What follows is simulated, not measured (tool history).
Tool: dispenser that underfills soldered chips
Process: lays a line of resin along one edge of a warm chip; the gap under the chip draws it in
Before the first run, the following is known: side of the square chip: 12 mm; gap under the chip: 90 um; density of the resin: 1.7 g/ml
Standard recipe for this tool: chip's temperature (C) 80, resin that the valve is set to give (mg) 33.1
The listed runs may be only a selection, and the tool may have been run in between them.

run	hour	chip's temperature (C)	resin that the valve is set to give (mg)	time until the resin shows at the far edge (s)	resin that the valve gave (mg)
1	0.0	80	33.1	28.8	32.45
2	4.3	80	33.1	34.9	32.63
# hour 7.5: new syringe of resin
3	11.5	80	33.1	26.9	32.48
4	17.8	80	33.1	36.3	32.19
# hour 18.7: new syringe of resin
5	24.0	80	36.2	29.4	35.13
6	29.0	80	36.2	36.3	35.09
# hour 30.2: new syringe of resin
7	35.1	80	31.0	29.5	29.95
8	38.3	80	33.1	34.0	31.98
# hour 41.6: new syringe of resin
9	44.6	80	33.1	27.0	31.96
10	51.2	80	33.1	35.8	31.75
# hour 52.8: new syringe of resin
11	58.7	80	33.1	30.2	31.60
12	62.7	80	33.1	37.0	31.79
# hour 64.5: new syringe of resin
13	70.4	86	33.1	24.4	31.45
# hour 75.8: new syringe of resin
14	75.8	86	33.1	18.2	31.26

Expected results for the next run?
15	82.1	86	33.1	?	?

Run 15 gave time until the resin shows at the far edge (s) 23.6, resin that the valve gave (mg) 31.21.
With no hidden state in the tool, this same run would have given time until the resin shows at the far edge (s) 16.9, resin that the valve gave (mg) 32.95.
